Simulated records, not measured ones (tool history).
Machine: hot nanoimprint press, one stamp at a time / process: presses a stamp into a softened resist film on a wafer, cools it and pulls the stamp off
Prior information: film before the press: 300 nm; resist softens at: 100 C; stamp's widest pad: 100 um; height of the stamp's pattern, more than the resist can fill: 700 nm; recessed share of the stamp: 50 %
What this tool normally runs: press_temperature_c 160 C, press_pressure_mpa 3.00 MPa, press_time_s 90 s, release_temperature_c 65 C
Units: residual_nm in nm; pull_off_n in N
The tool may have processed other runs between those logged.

run    hour  press_temperature_c  press_pressure_mpa  press_time_s  release_temperature_c  residual_nm  pull_off_n
  1     0.0                  160                3.00            90                     65        160.8         238
  2    59.6                  152                3.00            90                     65        225.3         237
  3   103.0                  152                3.00            90                     65        226.8         236
      135.4  -- plate thermocouple calibrated
  4   185.8                  160                3.00            90                     65        160.9         230
  5   234.5                  160                3.00            90                     65        161.3         228
      297.9  -- stamp cleaned and given a new release coat
  6   326.9                  160                3.00            90                     65        160.7         232
  7   371.5                  160                2.74            90                     65        167.7         234
  8   459.9                  160                3.00           152                     65        135.1         237
  9   516.1                  160                3.00           152                     65        132.8         226
 10   582.2                  160                3.00            59                     65        186.5         234
 11   627.7                  160                3.00            59                     65        187.2         237
 12   687.6                  160                3.00            90                     65        162.6         234
      730.4  -- plate thermocouple calibrated
      764.6  -- stamp cleaned and given a new release coat
 13   774.3                  160                3.00            90                     65        163.9         224
      825.4  -- press's hydraulic seals changed and the load cell set to zero
 14   844.1                  160                3.00            90                     65        162.0         225
 15   901.4                  160                3.00            90                     73        163.1         208
 16   982.6                  154                3.00            90                     60        215.8         239
 17  1024.3                  154                2.43            90                     70        228.1         212

Run 18 is up next; what results do you expect?
 18  1104.4                  154                2.85            60                     70            ?           ?

Run 18 produced residual_nm 240.0 nm, pull_off_n 216 N.
Minus the tool's unlogged condition, the same run would have read residual_nm 235.6 nm, pull_off_n 214 N.
